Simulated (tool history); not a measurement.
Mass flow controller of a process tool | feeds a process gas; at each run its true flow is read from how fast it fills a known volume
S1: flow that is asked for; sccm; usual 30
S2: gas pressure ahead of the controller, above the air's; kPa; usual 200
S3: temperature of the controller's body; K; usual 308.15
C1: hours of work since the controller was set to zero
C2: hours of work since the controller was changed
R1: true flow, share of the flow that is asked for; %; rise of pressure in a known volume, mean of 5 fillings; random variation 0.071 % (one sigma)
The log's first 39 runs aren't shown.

run 40 hour=2556.5 | S1=30 S2=200 S3=304.15 | C1=3295 C2=3295 | R1=99.97
run 41 hour=2620.4 | S1=30 S2=200 S3=304.15 | C1=3337 C2=3337 | R1=99.77
run 42 hour=2683.3 | S1=11 S2=224 S3=297.15 | C1=3379 C2=3379 | R1=99.47
run 43 hour=2740.0 | S1=50 S2=156 S3=293.15 | C1=3416 C2=3416 | R1=98.94
run 44 hour=2802.0 | S1=30 S2=157 S3=302.15 | C1=3457 C2=3457 | R1=99.42
run 45 hour=2840.8 | S1=89 S2=278 S3=295.15 | C1=3482 C2=3482 | R1=100.31
run 46 hour=2895.4 | S1=83 S2=234 S3=295.15 | C1=3518 C2=3518 | R1=99.99
run 47 hour=2959.3 | S1=33 S2=154 S3=311.15 | C1=3560 C2=3560 | R1=100.03
run 48 hour=3030.5 | S1=30 S2=200 S3=298.15 | C1=3607 C2=3607 | R1=99.44

Forecast each of these 4 alternatives for the next run:
run A hour=3096.7 | S1=30 S2=242 S3=298.15 | C1=3650 C2=3650 | R1=?
run B hour=3096.7 | S1=13 S2=200 S3=295.15 | C1=3650 C2=3650 | R1=?
run C hour=3096.7 | S1=12 S2=200 S3=308.15 | C1=3650 C2=3650 | R1=?
run D hour=3096.7 | S1=38 S2=200 S3=308.15 | C1=3650 C2=3650 | R1=?

run=A R1=99.91
run=B R1=99.12
run=C R1=99.95
run=D R1=100.22
Without the tool's hidden state the same runs would have given:
run=A R1=99.91
run=B R1=99.10
run=C R1=99.93
run=D R1=100.22

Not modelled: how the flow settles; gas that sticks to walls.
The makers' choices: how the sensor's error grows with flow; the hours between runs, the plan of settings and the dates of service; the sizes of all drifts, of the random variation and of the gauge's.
